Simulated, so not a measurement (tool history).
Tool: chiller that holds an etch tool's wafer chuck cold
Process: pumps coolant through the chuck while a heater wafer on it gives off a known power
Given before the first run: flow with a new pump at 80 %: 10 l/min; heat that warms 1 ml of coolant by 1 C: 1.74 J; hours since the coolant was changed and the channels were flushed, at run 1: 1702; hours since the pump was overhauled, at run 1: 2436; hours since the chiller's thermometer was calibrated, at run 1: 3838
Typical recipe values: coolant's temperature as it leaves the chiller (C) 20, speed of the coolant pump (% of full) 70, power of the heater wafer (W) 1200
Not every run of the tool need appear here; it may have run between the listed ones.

run   hour  coolant's temperature as it leaves the chiller (C)  speed of the coolant pump (% of full)  power of the heater wafer (W)  hours since the coolant was changed and the channels were flushed  hours since the pump was overhauled  hours since the chiller's thermometer was calibrated  chuck's temperature once it has settled (C)  how much warmer the coolant comes back (C)
  1    0.0                                                  20                                     70                           1200                                                               1702                                 2436                                                  3838                                         31.9                                        5.10
  2   47.2                                                  20                                     70                           1313                                                               1749                                 2483                                                  3886                                         33.0                                        5.64
  3   77.2                                                  20                                     70                           1313                                                               1779                                 2513                                                  3916                                         33.2                                        5.61
  4  107.0                                                  20                                     70                           1313                                                               1809                                 2543                                                  3945                                         33.0                                        5.63
  5  145.6                                                  17                                     70                           1200                                                               1848                                 2581                                                  3984                                         29.0                                        5.10
  6  177.3                                                  20                                     70                           1200                                                               1880                                 2613                                                  4016                                         32.0                                        5.14
  7  220.1                                                  20                                     70                           1200                                                               1922                                 2656                                                  4058                                         31.9                                        5.16
  8  284.9                                                  20                                     70                           1200                                                               1987                                 2721                                                  4123                                         32.2                                        5.15
     291.6  -- chiller's thermometer calibrated
  9  335.1                                                  20                                     70                           1200                                                               2036                                 2770                                                    43                                         32.1                                        5.11
 10  374.2                                                  20                                     70                           1200                                                               2075                                 2809                                                    83                                         32.2                                        5.20
 11  421.5                                                  10                                     71                            840                                                               2123                                 2856                                                   130                                         18.5                                        3.52
 12  471.2                                                  28                                     63                           1200                                                               2172                                 2906                                                   180                                         41.3                                        5.83
 13  528.5                                                  15                                     60                           1170                                                               2230                                 2963                                                   237                                         28.5                                        5.93
 14  559.2                                                  18                                     70                           1218                                                               2260                                 2994                                                   268                                         30.5                                        5.19
     590.8  -- chiller's thermometer calibrated, once more
 15  618.7                                                  18                                     70                           1218                                                               2319                                 3052                                                    28                                         30.1                                        5.26
 16  654.9                                                  20                                     78                            841                                                               2355                                 3089                                                    64                                         27.7                                        3.19
 17  696.7                                                  20                                     81                           1261                                                               2397                                 3130                                                   106                                         31.2                                        4.63
 18  745.5                                                  20                                     65                           1671                                                               2446                                 3179                                                   155                                         37.9                                        7.86

Across each entry between runs, compare the hidden state at the last listed run before it with the hidden state at the first listed run after it:
In the gap between runs 8 and 9: chiller's thermometer calibrated (hour 291.6)
  heat passed by the chuck's channels, % of clean ones': 94.8 -> 94.7; flow at a given pump speed, % of a new pump's: 93.5 -> 93.4; coolant's true temperature over the reading, C: 0.27 -> 0.41
  measured minus no-state result, chuck's temperature once it has settled (C): +1.3 -> +1.4; how much warmer the coolant comes back (C): +0.33 -> +0.34
In the gap between runs 14 and 15: chiller's thermometer calibrated, once more (hour 590.8)
  heat passed by the chuck's channels, % of clean ones': 94.1 -> 94; flow at a given pump speed, % of a new pump's: 92.9 -> 92.7; coolant's true temperature over the reading, C: 0.43 -> 0.09
  measured minus no-state result, chuck's temperature once it has settled (C): +1.6 -> +1.3; how much warmer the coolant comes back (C): +0.37 -> +0.38
